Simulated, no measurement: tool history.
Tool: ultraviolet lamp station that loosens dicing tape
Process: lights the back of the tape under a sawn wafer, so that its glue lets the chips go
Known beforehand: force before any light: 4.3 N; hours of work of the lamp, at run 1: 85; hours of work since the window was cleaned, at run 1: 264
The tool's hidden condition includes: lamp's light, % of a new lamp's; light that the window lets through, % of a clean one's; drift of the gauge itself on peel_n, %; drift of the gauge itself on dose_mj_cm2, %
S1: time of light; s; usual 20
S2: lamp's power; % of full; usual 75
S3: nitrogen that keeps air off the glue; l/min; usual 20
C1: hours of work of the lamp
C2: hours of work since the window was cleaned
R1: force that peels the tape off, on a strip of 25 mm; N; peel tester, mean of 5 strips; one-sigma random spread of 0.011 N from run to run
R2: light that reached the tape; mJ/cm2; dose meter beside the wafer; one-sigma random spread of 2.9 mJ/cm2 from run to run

{"run": 1, "hour": 0.0, "S1": 20, "S2": 75, "S3": 20, "C1": 85, "C2": 264, "R1": 0.614, "R2": 365}
{"run": 2, "hour": 8.0, "S1": 20, "S2": 75, "S3": 20, "C1": 88, "C2": 268, "R1": 0.613, "R2": 360}
{"run": 3, "hour": 16.4, "S1": 20, "S2": 75, "S3": 20, "C1": 92, "C2": 271, "R1": 0.614, "R2": 357}
{"run": 4, "hour": 31.1, "S1": 20, "S2": 75, "S3": 20, "C1": 98, "C2": 277, "R1": 0.608, "R2": 356}
{"run": 5, "hour": 38.2, "S1": 25, "S2": 75, "S3": 20, "C1": 101, "C2": 280, "R1": 0.392, "R2": 445}
{"run": 6, "hour": 48.8, "S1": 20, "S2": 75, "S3": 9, "C1": 105, "C2": 284, "R1": 1.039, "R2": 355}
{"run": 7, "hour": 61.4, "S1": 20, "S2": 75, "S3": 9, "C1": 110, "C2": 289, "R1": 1.098, "R2": 355}
{"run": 8, "hour": 75.4, "S1": 20, "S2": 75, "S3": 9, "C1": 116, "C2": 295, "R1": 1.091, "R2": 356}
{"run": 9, "hour": 90.1, "S1": 20, "S2": 75, "S3": 9, "C1": 122, "C2": 301, "R1": 1.075, "R2": 353}
{"run": 10, "hour": 102.3, "S1": 20, "S2": 75, "S3": 7, "C1": 126, "C2": 306, "R1": 1.188, "R2": 352}
{"run": 11, "hour": 111.6, "S1": 20, "S2": 75, "S3": 12, "C1": 130, "C2": 309, "R1": 0.903, "R2": 350}
{"run": 12, "hour": 118.7, "S1": 20, "S2": 75, "S3": 12, "C1": 133, "C2": 312, "R1": 0.863, "R2": 351}
{"run": 13, "hour": 132.1, "S1": 20, "S2": 75, "S3": 12, "C1": 138, "C2": 318, "R1": 0.893, "R2": 350}
{"run": 14, "hour": 143.8, "S1": 20, "S2": 75, "S3": 12, "C1": 143, "C2": 322, "R1": 0.901, "R2": 346}
{"run": 15, "hour": 156.2, "S1": 20, "S2": 75, "S3": 10, "C1": 148, "C2": 327, "R1": 0.995, "R2": 349}
{"run": 16, "hour": 170.1, "S1": 20, "S2": 75, "S3": 20, "C1": 154, "C2": 333, "R1": 0.65, "R2": 349}
{"run": 17, "hour": 179.2, "S1": 19, "S2": 75, "S3": 20, "C1": 157, "C2": 337, "R1": 0.71, "R2": 330}
{"run": 18, "hour": 186.1, "S1": 19, "S2": 75, "S3": 20, "C1": 160, "C2": 339, "R1": 0.701, "R2": 329}
{"run": 19, "hour": 198.6, "S1": 19, "S2": 67, "S3": 20, "C1": 165, "C2": 344, "R1": 0.842, "R2": 291}
{"run": 20, "hour": 206.9, "S1": 19, "S2": 67, "S3": 20, "C1": 169, "C2": 348, "R1": 0.846, "R2": 295}
{"run": 21, "hour": 213.8, "S1": 19, "S2": 67, "S3": 20, "C1": 171, "C2": 350, "R1": 0.868, "R2": 295}
{"run": 22, "hour": 228.1, "S1": 19, "S2": 67, "S3": 20, "C1": 177, "C2": 356, "R1": 0.844, "R2": 294}
{"run": 23, "hour": 238.5, "S1": 21, "S2": 75, "S3": 34, "C1": 181, "C2": 360, "R1": 0.426, "R2": 357}
{"run": 24, "hour": 252.7, "S1": 37, "S2": 72, "S3": 20, "C1": 187, "C2": 366, "R1": 0.233, "R2": 607}
{"hour": 256.8, "done": "window cleaned of glue's vapour"}
{"run": 25, "hour": 259.8, "S1": 31, "S2": 72, "S3": 19, "C1": 190, "C2": 1, "R1": 0.379, "R2": 463}
{"run": 26, "hour": 269.5, "S1": 31, "S2": 64, "S3": 9, "C1": 194, "C2": 5, "R1": 0.825, "R2": 416}
{"run": 27, "hour": 282.5, "S1": 22, "S2": 64, "S3": 18, "C1": 199, "C2": 10, "R1": 0.928, "R2": 291}
{"run": 28, "hour": 294.4, "S1": 22, "S2": 64, "S3": 18, "C1": 204, "C2": 15, "R1": 0.896, "R2": 296}
{"run": 29, "hour": 302.6, "S1": 22, "S2": 64, "S3": 18, "C1": 207, "C2": 18, "R1": 0.884, "R2": 294}
{"run": 30, "hour": 310.5, "S1": 22, "S2": 79, "S3": 14, "C1": 210, "C2": 22, "R1": 0.771, "R2": 358}
{"run": 31, "hour": 318.3, "S1": 22, "S2": 79, "S3": 14, "C1": 213, "C2": 25, "R1": 0.744, "R2": 357}
{"run": 32, "hour": 330.6, "S1": 20, "S2": 68, "S3": 40, "C1": 218, "C2": 30, "R1": 0.6, "R2": 281}
{"hour": 333.9, "done": "window cleaned of glue's vapour, once more"}
{"run": 33, "hour": 340.6, "S1": 20, "S2": 68, "S3": 40, "C1": 222, "C2": 3, "R1": 0.41, "R2": 341}
{"run": 34, "hour": 351.8, "S1": 32, "S2": 69, "S3": 36, "C1": 227, "C2": 7, "R1": 0.172, "R2": 561}
{"run": 35, "hour": 361.3, "S1": 18, "S2": 61, "S3": 9, "C1": 230, "C2": 11, "R1": 1.344, "R2": 277}
{"run": 36, "hour": 368.6, "S1": 20, "S2": 90, "S3": 9, "C1": 233, "C2": 14, "R1": 0.736, "R2": 454}
{"run": 37, "hour": 379.0, "S1": 25, "S2": 73, "S3": 9, "C1": 237, "C2": 18, "R1": 0.731, "R2": 461}
{"run": 38, "hour": 393.1, "S1": 25, "S2": 73, "S3": 9, "C1": 243, "C2": 24, "R1": 0.689, "R2": 452}
{"run": 39, "hour": 402.5, "S1": 25, "S2": 73, "S3": 9, "C1": 247, "C2": 28, "R1": 0.742, "R2": 459}
{"run": 40, "hour": 413.5, "S1": 31, "S2": 67, "S3": 6, "C1": 251, "C2": 32, "R1": 0.776, "R2": 522}
{"run": 41, "hour": 422.1, "S1": 20, "S2": 73, "S3": 7, "C1": 255, "C2": 36, "R1": 1.158, "R2": 364}
{"run": 42, "hour": 435.4, "S1": 20, "S2": 73, "S3": 9, "C1": 260, "C2": 41, "R1": 1.024, "R2": 364}

Predict each of these 5 candidate next runs independently; none follows another, all start after run 42:
{"run": "A", "hour": 448.9, "S1": 27, "S2": 62, "S3": 35, "C1": 266, "C2": 46, "R1": "?", "R2": "?"}
{"run": "B", "hour": 448.9, "S1": 20, "S2": 63, "S3": 27, "C1": 266, "C2": 46, "R1": "?", "R2": "?"}
{"run": "C", "hour": 448.9, "S1": 18, "S2": 73, "S3": 9, "C1": 266, "C2": 46, "R1": "?", "R2": "?"}
{"run": "D", "hour": 448.9, "S1": 20, "S2": 75, "S3": 7, "C1": 266, "C2": 46, "R1": "?", "R2": "?"}
{"run": "E", "hour": 448.9, "S1": 29, "S2": 75, "S3": 20, "C1": 266, "C2": 46, "R1": "?", "R2": "?"}

run=A R1=0.313 R2=418
run=B R1=0.637 R2=314
run=C R1=1.137 R2=331
run=D R1=1.084 R2=371
run=E R1=0.287 R2=545
What these runs would have given with no unlogged condition in the tool:
run=A R1=0.261 R2=459
run=B R1=0.541 R2=345
run=C R1=1.008 R2=363
run=D R1=0.957 R2=407
run=E R1=0.241 R2=597
